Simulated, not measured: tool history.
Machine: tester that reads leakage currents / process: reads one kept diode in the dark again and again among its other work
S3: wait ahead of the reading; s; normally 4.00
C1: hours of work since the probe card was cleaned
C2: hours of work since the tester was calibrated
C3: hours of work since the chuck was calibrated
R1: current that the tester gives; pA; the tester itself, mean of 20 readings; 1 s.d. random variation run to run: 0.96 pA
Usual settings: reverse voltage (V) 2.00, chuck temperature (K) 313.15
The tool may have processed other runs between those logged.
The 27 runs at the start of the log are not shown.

Run 28, hour 695.7: usual settings but reverse voltage (V) 1.04, chuck temperature (K) 326.15, S3 5.29 s; C1 1251; C2 604; C3 120. Result: R1 508.64 pA.
Run 29, hour 730.4: usual settings but reverse voltage (V) 1.04, chuck temperature (K) 326.15, S3 5.29 s; C1 1274; C2 628; C3 144. Result: R1 511.71 pA.
Run 30, hour 750.9: usual settings but reverse voltage (V) 1.04, chuck temperature (K) 326.15, S3 5.29 s; C1 1288; C2 642; C3 158. Result: R1 506.21 pA.
Run 31, hour 776.8: usual settings but reverse voltage (V) 1.04, chuck temperature (K) 332.15, S3 0.76 s; C1 1306; C2 660; C3 176. Result: R1 735.86 pA.
Run 32, hour 804.9: usual settings but reverse voltage (V) 1.04, chuck temperature (K) 332.15, S3 0.76 s; C1 1325; C2 679; C3 195. Result: R1 739.89 pA.
Run 33, hour 836.2: usual settings but reverse voltage (V) 1.04, chuck temperature (K) 332.15, S3 0.76 s; C1 1347; C2 700; C3 216. Result: R1 737.59 pA.
Run 34, hour 858.1: usual settings but reverse voltage (V) 1.51, chuck temperature (K) 314.15, S3 2.04 s; C1 1362; C2 715; C3 231. Result: R1 289.37 pA.
Run 35, hour 889.9: usual settings but reverse voltage (V) 2.03; C1 1383; C2 737; C3 253. Result: R1 323.51 pA.
Run 36, hour 914.7: usual settings but reverse voltage (V) 1.21; C1 1400; C2 754; C3 270. Result: R1 236.72 pA.
Run 37, hour 932.3: usual settings but reverse voltage (V) 1.21; C1 1412; C2 766; C3 282. Result: R1 236.32 pA.
Run 38, hour 950.5: usual settings but reverse voltage (V) 8.88, chuck temperature (K) 299.15, S3 1.86 s; C1 1425; C2 778; C3 294. Result: R1 285.30 pA.
Run 39, hour 967.6: usual settings but reverse voltage (V) 3.24, chuck temperature (K) 298.15, S3 6.43 s; C1 1436; C2 790; C3 306. Result: R1 144.03 pA.
Run 40, hour 984.4: usual settings but reverse voltage (V) 10.69, chuck temperature (K) 317.15, S3 0.35 s; C1 1448; C2 801; C3 317. Result: R1 1142.78 pA.
Run 41, hour 1001.4: usual settings but reverse voltage (V) 3.83, S3 0.52 s; C1 1460; C2 813; C3 329. Result: R1 469.51 pA.

3 ways to go on from here, each from the tool as it stands after run 41. What would each give?
Run A, hour 1026.2: usual settings but reverse voltage (V) 8.83, chuck temperature (K) 310.15, S3 1.48 s; C1 1477; C2 830; C3 346. Result: R1 ?.
Run B, hour 1026.2: usual settings but reverse voltage (V) 6.17, chuck temperature (K) 322.15, S3 1.65 s; C1 1477; C2 830; C3 346. Result: R1 ?.
Run C, hour 1026.2: usual settings but reverse voltage (V) 3.65, S3 1.75 s; C1 1477; C2 830; C3 346. Result: R1 ?.

run       R1
  A   630.80
  B  1137.11
  C   455.45
What these runs would have given with no unlogged condition in the tool:
run       R1
  A   630.81
  B  1137.27
  C   455.50

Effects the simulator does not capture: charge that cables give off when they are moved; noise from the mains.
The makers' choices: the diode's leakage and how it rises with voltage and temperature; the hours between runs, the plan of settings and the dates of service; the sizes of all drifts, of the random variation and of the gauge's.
